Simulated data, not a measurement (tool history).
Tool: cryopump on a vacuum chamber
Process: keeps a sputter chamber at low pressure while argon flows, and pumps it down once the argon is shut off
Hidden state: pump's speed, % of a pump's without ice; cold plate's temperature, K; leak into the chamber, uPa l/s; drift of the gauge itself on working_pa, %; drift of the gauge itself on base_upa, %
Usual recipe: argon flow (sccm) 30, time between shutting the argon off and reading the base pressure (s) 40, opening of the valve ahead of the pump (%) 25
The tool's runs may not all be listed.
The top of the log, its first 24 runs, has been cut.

| run | hour | argon flow (sccm) | time between shutting the argon off and reading the base pressure (s) | opening of the valve ahead of the pump (%) | hours of work since the pump was warmed up and emptied | hours of work since the cold head was overhauled | hours of work since the chamber's fittings were tightened | pressure while argon flows (Pa) | pressure after the wait (uPa) |
|---|---|---|---|---|---|---|---|---|---|
| 25 | 500.1 | 20 | 135 | 27 | 537 | 537 | 103 | 0.0544 | 0.39 |
| 26 | 519 | 33 | 40 | 43 | 551 | 551 | 118 | 0.0592 | 0.72 |
| 27 | 535.8 | 32 | 21 | 20 | 565 | 565 | 131 | 0.1186 | 1.35 |
| 28 | 563.7 | 13 | 49 | 47 | 586 | 586 | 153 | 0.0208 | 0.68 |
| 29 | 586.1 | 13 | 49 | 47 | 604 | 604 | 171 | 0.0215 | 0.72 |
| 30 | 599.4 | 58 | 29 | 31 | 614 | 614 | 181 | 0.1417 | 1.04 |
| 31 | 618.8 | 58 | 29 | 31 | 630 | 630 | 196 | 0.1409 | 1.05 |
| 32 | 643.2 | 43 | 193 | 36 | 649 | 649 | 215 | 0.091 | 0.29 |
| 33 | 664.1 | 13 | 254 | 25 | 665 | 665 | 232 | 0.0389 | 0.33 |

Consider 4 possible next runs. They are alternatives, not a sequence: every one starts from the tool as it was left by run 33. What does each give?
| A | 677.7 | 45 | 91 | 41 | 676 | 676 | 242 | ? | ? |
| B | 677.7 | 48 | 36 | 22 | 676 | 676 | 242 | ? | ? |
| C | 677.7 | 53 | 154 | 16 | 676 | 676 | 242 | ? | ? |
| D | 677.7 | 13 | 165 | 52 | 676 | 676 | 242 | ? | ? |

| run | pressure while argon flows (Pa) | pressure after the wait (uPa) |
|---|---|---|
| A | 0.0852 | 0.51 |
| B | 0.1641 | 0.89 |
| C | 0.2442 | 0.42 |
| D | 0.02 | 0.37 |
The same runs, with their run-to-run variation unchanged, on a tool lacking any hidden condition would have given:
| run | pressure while argon flows (Pa) | pressure after the wait (uPa) |
|---|---|---|
| A | 0.0794 | 0.42 |
| B | 0.158 | 0.79 |
| C | 0.2375 | 0.32 |
| D | 0.0183 | 0.27 |
